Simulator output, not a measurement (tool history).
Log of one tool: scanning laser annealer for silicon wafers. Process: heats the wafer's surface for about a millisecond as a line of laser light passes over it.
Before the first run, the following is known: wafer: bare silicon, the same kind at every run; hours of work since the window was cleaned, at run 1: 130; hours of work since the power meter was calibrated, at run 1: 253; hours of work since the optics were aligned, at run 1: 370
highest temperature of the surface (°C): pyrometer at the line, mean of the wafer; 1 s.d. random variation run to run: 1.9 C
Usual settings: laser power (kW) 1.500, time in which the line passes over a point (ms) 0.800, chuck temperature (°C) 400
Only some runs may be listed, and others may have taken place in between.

| run | hour | laser power (kW) | time in which the line passes over a point (ms) | chuck temperature (°C) | hours of work since the window was cleaned | hours of work since the power meter was calibrated | hours of work since the optics were aligned | highest temperature of the surface (°C) |
|---|---|---|---|---|---|---|---|---|
| 1 | 0.0 | 1.500 | 0.800 | 400 | 130 | 253 | 370 | 1136 |
| 2 | 12.3 | 1.500 | 0.800 | 400 | 138 | 261 | 378 | 1135 |
| 3 | 19.4 | 1.500 | 0.800 | 432 | 143 | 266 | 383 | 1168 |
| 4 | 28.3 | 1.500 | 0.927 | 400 | 149 | 272 | 389 | 1199 |
| 5 | 35.0 | 1.500 | 0.957 | 400 | 154 | 276 | 394 | 1221 |
| 6 | 42.4 | 1.500 | 0.957 | 400 | 159 | 281 | 399 | 1215 |
| 7 | 51.9 | 1.444 | 0.957 | 400 | 165 | 288 | 405 | 1182 |
| 8 | 62.2 | 1.444 | 0.957 | 400 | 172 | 294 | 412 | 1178 |
| 9 | 72.4 | 1.555 | 0.872 | 400 | 179 | 301 | 419 | 1212 |
| 10 | 85.0 | 1.442 | 0.589 | 400 | 187 | 310 | 427 | 985 |
| 11 | 91.4 | 1.437 | 0.902 | 423 | 191 | 314 | 431 | 1170 |
| 12 | 99.1 | 1.627 | 0.761 | 365 | 197 | 319 | 437 | 1162 |
| 13 | 106.0 | 1.331 | 0.836 | 400 | 201 | 324 | 441 | 1044 |

What does the tool deliver on the next run?
| 14 | 118.9 | 1.510 | 0.635 | 370 | 210 | 332 | 450 | ? |

highest temperature of the surface (°C): 1019
Without the tool's hidden state the same run would have given highest temperature of the surface (°C) 1020.
